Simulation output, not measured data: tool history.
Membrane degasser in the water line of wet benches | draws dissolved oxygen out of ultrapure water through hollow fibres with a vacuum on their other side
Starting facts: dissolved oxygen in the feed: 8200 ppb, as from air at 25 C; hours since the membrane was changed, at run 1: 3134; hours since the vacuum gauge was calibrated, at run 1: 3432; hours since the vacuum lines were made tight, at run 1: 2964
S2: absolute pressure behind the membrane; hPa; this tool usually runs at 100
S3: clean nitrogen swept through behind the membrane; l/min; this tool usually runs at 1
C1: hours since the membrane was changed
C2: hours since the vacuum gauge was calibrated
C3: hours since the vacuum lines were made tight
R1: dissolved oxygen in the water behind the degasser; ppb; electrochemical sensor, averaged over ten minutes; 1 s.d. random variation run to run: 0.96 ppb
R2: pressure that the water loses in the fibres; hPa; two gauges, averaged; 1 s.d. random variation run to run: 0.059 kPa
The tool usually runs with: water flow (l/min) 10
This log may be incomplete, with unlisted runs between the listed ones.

run 1 hour=0 | water_flow_(l/min)=10 S2=100 S3=1 | C1=3134 C2=3432 C3=2964 | R1=173.8 R2=275.4
run 2 hour=63 | water_flow_(l/min)=10 S2=100 S3=1 | C1=3197 C2=3495 C3=3027 | R1=177.1 R2=276.2
run 3 hour=130.5 | water_flow_(l/min)=7 S2=100 S3=1 | C1=3265 C2=3562 C3=3095 | R1=124.9 R2=193.1
run 4 hour=219.7 | water_flow_(l/min)=7 S2=100 S3=1 | C1=3354 C2=3652 C3=3184 | R1=124.9 R2=192.1
run 5 hour=289.8 | water_flow_(l/min)=7 S2=100 S3=1 | C1=3424 C2=3722 C3=3254 | R1=125.9 R2=194.7
run 6 hour=371.5 | water_flow_(l/min)=7 S2=100 S3=1 | C1=3506 C2=3803 C3=3336 | R1=125.6 R2=193.8
run 7 hour=433.7 | water_flow_(l/min)=7 S2=100 S3=1 | C1=3568 C2=3866 C3=3398 | R1=125.1 R2=193.3
run 8 hour=531.8 | water_flow_(l/min)=7 S2=100 S3=1 | C1=3666 C2=3964 C3=3496 | R1=125.7 R2=194.4
run 9 hour=607.8 | water_flow_(l/min)=10 S2=100 S3=1.28 | C1=3742 C2=4040 C3=3572 | R1=141.9 R2=276.9
run 10 hour=702.4 | water_flow_(l/min)=10 S2=137 S3=1 | C1=3837 C2=4134 C3=3666 | R1=264.6 R2=276.5
run 11 hour=743.6 | water_flow_(l/min)=10 S2=84 S3=1.61 | C1=3878 C2=4175 C3=3708 | R1=92.7 R2=277.4
-- hour=751.7 vacuum gauge calibrated
run 12 hour=830.4 | water_flow_(l/min)=13 S2=74 S3=2.84 | C1=3964 C2=79 C3=3794 | R1=74.7 R2=360.7
run 13 hour=887.4 | water_flow_(l/min)=10 S2=141 S3=1 | C1=4021 C2=136 C3=3851 | R1=276.5 R2=277.5
run 14 hour=938.9 | water_flow_(l/min)=10 S2=100 S3=0.45 | C1=4073 C2=187 C3=3903 | R1=360.6 R2=277.6
run 15 hour=1007.7 | water_flow_(l/min)=10 S2=100 S3=0.45 | C1=4142 C2=256 C3=3971 | R1=358.2 R2=277.1
run 16 hour=1077.7 | water_flow_(l/min)=10 S2=100 S3=0.45 | C1=4212 C2=326 C3=4041 | R1=364.1 R2=277.3
run 17 hour=1158.1 | water_flow_(l/min)=10 S2=100 S3=0.45 | C1=4292 C2=406 C3=4122 | R1=360.6 R2=276.9
run 18 hour=1201.5 | water_flow_(l/min)=10 S2=100 S3=0.45 | C1=4335 C2=450 C3=4165 | R1=361.3 R2=277.3
run 19 hour=1299.4 | water_flow_(l/min)=10 S2=237 S3=0.53 | C1=4433 C2=548 C3=4263 | R1=846.4 R2=277.8
-- hour=1320.1 vacuum gauge calibrated, once more
run 20 hour=1376.6 | water_flow_(l/min)=9 S2=160 S3=1 | C1=4510 C2=56 C3=4340 | R1=281 R2=250.2

Some steps in R1, run to run, broken into two amounts with sign: the step expected even without the hidden condition (settings, incoming material, random variation), and the rest, left for the hidden condition together with whatever gauge scatter is not in both the measured and the hidden-condition-free result:
Unlogged tool condition in this case: membrane still open, %; true pressure behind the membrane over the reading, kPa; air that leaks in behind the membrane, l/min; drift of the gauge itself on oxygen_ppb, %; drift of the gauge itself on loss_of_pressure_kpa, %.
Run 13 -> 14: S2 141 -> 100, S3 1 -> 0.45. R1 +84.1 ppb: hidden state +11.4, all else +72.7.
Run 18 -> 19: S2 100 -> 237, S3 0.45 -> 0.53. R1 +485.1 ppb: hidden state +7, all else +478.1.
Run 19 -> 20: water flow (l/min) 10 -> 9, S2 237 -> 160, S3 0.53 -> 1, vacuum gauge calibrated, once more. R1 -565.4 ppb: hidden state -29.9, all else -535.5.
